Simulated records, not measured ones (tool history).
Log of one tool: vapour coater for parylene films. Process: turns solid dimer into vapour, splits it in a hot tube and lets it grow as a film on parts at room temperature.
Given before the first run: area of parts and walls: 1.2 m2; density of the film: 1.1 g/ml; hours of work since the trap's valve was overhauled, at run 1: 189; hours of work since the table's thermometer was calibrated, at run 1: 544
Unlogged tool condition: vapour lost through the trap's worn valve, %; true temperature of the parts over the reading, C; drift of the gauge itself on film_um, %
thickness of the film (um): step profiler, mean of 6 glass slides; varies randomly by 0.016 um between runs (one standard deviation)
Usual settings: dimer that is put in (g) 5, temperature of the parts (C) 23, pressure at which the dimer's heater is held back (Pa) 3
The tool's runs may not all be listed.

| run | hour | dimer that is put in (g) | temperature of the parts (C) | pressure at which the dimer's heater is held back (Pa) | hours of work since the trap's valve was overhauled | hours of work since the table's thermometer was calibrated | thickness of the film (um) |
|---|---|---|---|---|---|---|---|
| 1 | 0 | 5 | 23 | 3 | 189 | 544 | 2.13 |
| 2 | 41.9 | 5 | 23 | 3 | 212 | 567 | 2.09 |
| 3 | 92 | 5 | 23 | 3 | 240 | 594 | 2.11 |
| 4 | 141.6 | 5 | 23 | 3 | 267 | 621 | 2.07 |
| 5 | 171.5 | 5 | 23 | 3 | 283 | 638 | 2.08 |
| 6 | 209.3 | 5 | 23 | 3 | 304 | 659 | 2.04 |
| 7 | 242.5 | 5 | 23 | 3 | 322 | 677 | 2.06 |
| 8 | 288.5 | 7 | 23 | 3 | 347 | 702 | 2.88 |
| 9 | 321.5 | 7 | 23 | 3 | 366 | 720 | 2.84 |
|  | 377.3 | trap's valve overhauled |
| 10 | 377.3 | 5 | 23 | 2.02 | 0 | 748 | 2.28 |
| 11 | 421.8 | 5 | 23 | 2.02 | 24 | 773 | 2.23 |
| 12 | 482.4 | 5 | 23 | 2.02 | 58 | 806 | 2.26 |
| 13 | 528 | 5 | 23 | 3 | 83 | 831 | 2.19 |
|  | 531.5 | table's thermometer calibrated |
| 14 | 557.8 | 5 | 23 | 3 | 98 | 14 | 2.2 |
| 15 | 607.1 | 5 | 23 | 3 | 126 | 41 | 2.19 |
| 16 | 658 | 5 | 23 | 3 | 153 | 69 | 2.16 |
| 17 | 717.9 | 5 | 23 | 3 | 186 | 102 | 2.14 |
| 18 | 761 | 5 | 23 | 3 | 210 | 126 | 2.15 |
|  | 765.3 | table's thermometer calibrated, once more |
| 19 | 816.6 | 5 | 23 | 3 | 240 | 28 | 2.06 |
| 20 | 843.2 | 5 | 23 | 3 | 254 | 43 | 2.04 |
| 21 | 892.7 | 5 | 23 | 3 | 282 | 70 | 2.07 |
| 22 | 950.7 | 5 | 23 | 3 | 313 | 102 | 2.03 |
| 23 | 995.5 | 9 | 20 | 9.11 | 338 | 126 | 3.68 |
| 24 | 1036 | 9 | 20 | 9.11 | 360 | 148 | 3.67 |
| 25 | 1073 | 7 | 24 | 2.83 | 380 | 169 | 2.75 |
|  | 1102.1 | trap's valve overhauled |
| 26 | 1123.4 | 7 | 24 | 2.83 | 12 | 194 | 3.02 |
| 27 | 1183.7 | 7 | 24 | 5.36 | 45 | 227 | 2.86 |
| 28 | 1235.4 | 7 | 24 | 5.36 | 73 | 256 | 2.84 |
| 29 | 1285.7 | 3 | 23 | 3 | 101 | 283 | 1.29 |
| 30 | 1338.2 | 3 | 29 | 2.29 | 130 | 312 | 1.08 |
| 31 | 1371.7 | 8 | 23 | 3.93 | 148 | 330 | 3.37 |
| 32 | 1407.1 | 3 | 23 | 2.87 | 167 | 350 | 1.28 |
| 33 | 1461.4 | 3 | 23 | 2.87 | 197 | 380 | 1.27 |
| 34 | 1488.2 | 9 | 15 | 11.42 | 212 | 394 | 4.35 |
| 35 | 1547.3 | 9 | 15 | 11.42 | 244 | 427 | 4.35 |
| 36 | 1592.3 | 2 | 25 | 7.59 | 269 | 451 | 0.74 |
| 37 | 1627.7 | 5 | 34 | 7.3 | 288 | 471 | 1.41 |
| 38 | 1652.2 | 5 | 28 | 2.95 | 302 | 484 | 1.77 |
| 39 | 1693.2 | 5 | 23 | 2.52 | 324 | 507 | 2.07 |

Measured minus without-hidden-state, run by run (identical run-to-run variation in each term; gauge scatter may differ):
| run | thickness of the film (um) |
|---|---|
| 1 | -0.08 |
| 2 | -0.09 |
| 3 | -0.11 |
| 4 | -0.12 |
| 5 | -0.13 |
| 6 | -0.14 |
| 7 | -0.14 |
| 8 | -0.23 |
| 9 | -0.24 |
| 10 | +0.01 |
| 11 | +0 |
| 12 | -0.01 |
| 13 | -0.02 |
| 14 | -0.01 |
| 15 | -0.02 |
| 16 | -0.04 |
| 17 | -0.06 |
| 18 | -0.07 |
| 19 | -0.14 |
| 20 | -0.14 |
| 21 | -0.15 |
| 22 | -0.17 |
| 23 | -0.33 |
| 24 | -0.34 |
| 25 | -0.27 |
| 26 | +0 |
| 27 | -0.03 |
| 28 | -0.04 |
| 29 | -0.02 |
| 30 | -0.03 |
| 31 | -0.1 |
| 32 | -0.04 |
| 33 | -0.05 |
| 34 | -0.19 |
| 35 | -0.23 |
| 36 | -0.05 |
| 37 | -0.08 |
| 38 | -0.11 |
| 39 | -0.15 |
